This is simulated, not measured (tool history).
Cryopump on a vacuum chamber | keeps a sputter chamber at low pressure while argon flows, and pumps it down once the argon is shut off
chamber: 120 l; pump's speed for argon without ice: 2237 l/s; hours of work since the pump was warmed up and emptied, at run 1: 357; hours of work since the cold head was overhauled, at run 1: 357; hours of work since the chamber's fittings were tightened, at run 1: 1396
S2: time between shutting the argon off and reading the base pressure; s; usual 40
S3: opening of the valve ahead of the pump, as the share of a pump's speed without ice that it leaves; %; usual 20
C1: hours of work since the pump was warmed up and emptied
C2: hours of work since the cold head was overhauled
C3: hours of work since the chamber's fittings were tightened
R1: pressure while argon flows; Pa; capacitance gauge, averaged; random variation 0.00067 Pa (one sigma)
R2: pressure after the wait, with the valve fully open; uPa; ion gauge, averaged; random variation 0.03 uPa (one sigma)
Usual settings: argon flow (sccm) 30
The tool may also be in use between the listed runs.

run 1 hour=0 | argon_flow_(sccm)=30 S2=40 S3=20 | C1=357 C2=357 C3=1396 | R1=0.1164 R2=2.43
run 2 hour=21.5 | argon_flow_(sccm)=30 S2=40 S3=20 | C1=371 C2=371 C3=1410 | R1=0.1167 R2=2.44
run 3 hour=50.9 | argon_flow_(sccm)=30 S2=40 S3=20 | C1=390 C2=390 C3=1430 | R1=0.1175 R2=2.43
run 4 hour=66.9 | argon_flow_(sccm)=30 S2=40 S3=20 | C1=401 C2=401 C3=1440 | R1=0.1164 R2=2.53
run 5 hour=81.2 | argon_flow_(sccm)=30 S2=40 S3=20 | C1=410 C2=410 C3=1450 | R1=0.1176 R2=2.6
run 6 hour=110.4 | argon_flow_(sccm)=30 S2=40 S3=20 | C1=430 C2=430 C3=1469 | R1=0.1178 R2=2.5
run 7 hour=123.7 | argon_flow_(sccm)=30 S2=40 S3=20 | C1=438 C2=438 C3=1478 | R1=0.1182 R2=2.47
run 8 hour=136.1 | argon_flow_(sccm)=30 S2=40 S3=20 | C1=447 C2=447 C3=1486 | R1=0.1182 R2=2.5
run 9 hour=156.2 | argon_flow_(sccm)=30 S2=40 S3=20 | C1=460 C2=460 C3=1499 | R1=0.118 R2=2.53
run 10 hour=174.2 | argon_flow_(sccm)=30 S2=40 S3=20 | C1=472 C2=472 C3=1511 | R1=0.1189 R2=2.6
run 11 hour=191.7 | argon_flow_(sccm)=30 S2=40 S3=20 | C1=483 C2=483 C3=1523 | R1=0.1183 R2=2.65
run 12 hour=208.8 | argon_flow_(sccm)=30 S2=23 S3=24 | C1=495 C2=495 C3=1534 | R1=0.0998 R2=3.59
run 13 hour=236.2 | argon_flow_(sccm)=13 S2=124 S3=29 | C1=513 C2=513 C3=1552 | R1=0.0359 R2=1.71
run 14 hour=266 | argon_flow_(sccm)=49 S2=88 S3=29 | C1=532 C2=532 C3=1572 | R1=0.137 R2=1.88
run 15 hour=286.8 | argon_flow_(sccm)=30 S2=40 S3=51 | C1=546 C2=546 C3=1585 | R1=0.0506 R2=2.65
run 16 hour=307.6 | argon_flow_(sccm)=39 S2=61 S3=51 | C1=560 C2=560 C3=1599 | R1=0.0651 R2=2.21
run 17 hour=335 | argon_flow_(sccm)=39 S2=61 S3=42 | C1=578 C2=578 C3=1617 | R1=0.0773 R2=2.2
run 18 hour=364.6 | argon_flow_(sccm)=39 S2=61 S3=42 | C1=598 C2=598 C3=1637 | R1=0.0787 R2=2.25
run 19 hour=386.7 | argon_flow_(sccm)=25 S2=197 S3=57 | C1=612 C2=612 C3=1651 | R1=0.0384 R2=1.68
run 20 hour=405.7 | argon_flow_(sccm)=30 S2=220 S3=20 | C1=625 C2=625 C3=1664 | R1=0.1196 R2=1.62

4 ways to go on from here, each from the tool as it stands after run 20. What would each give?
run A hour=428.9 | argon_flow_(sccm)=30 S2=92 S3=46 | C1=640 C2=640 C3=1679 | R1=? R2=?
run B hour=428.9 | argon_flow_(sccm)=30 S2=40 S3=37 | C1=640 C2=640 C3=1679 | R1=? R2=?
run C hour=428.9 | argon_flow_(sccm)=30 S2=217 S3=20 | C1=640 C2=640 C3=1679 | R1=? R2=?
run D hour=428.9 | argon_flow_(sccm)=28 S2=146 S3=20 | C1=640 C2=640 C3=1679 | R1=? R2=?

run=A R1=0.0565 R2=2.01
run=B R1=0.0669 R2=2.76
run=C R1=0.1202 R2=1.66
run=D R1=0.113 R2=1.86
Without the tool's hidden state the same runs would have given:
run=A R1=0.0498 R2=0.68
run=B R1=0.0601 R2=1.46
run=C R1=0.1134 R2=0.34
run=D R1=0.1066 R2=0.5

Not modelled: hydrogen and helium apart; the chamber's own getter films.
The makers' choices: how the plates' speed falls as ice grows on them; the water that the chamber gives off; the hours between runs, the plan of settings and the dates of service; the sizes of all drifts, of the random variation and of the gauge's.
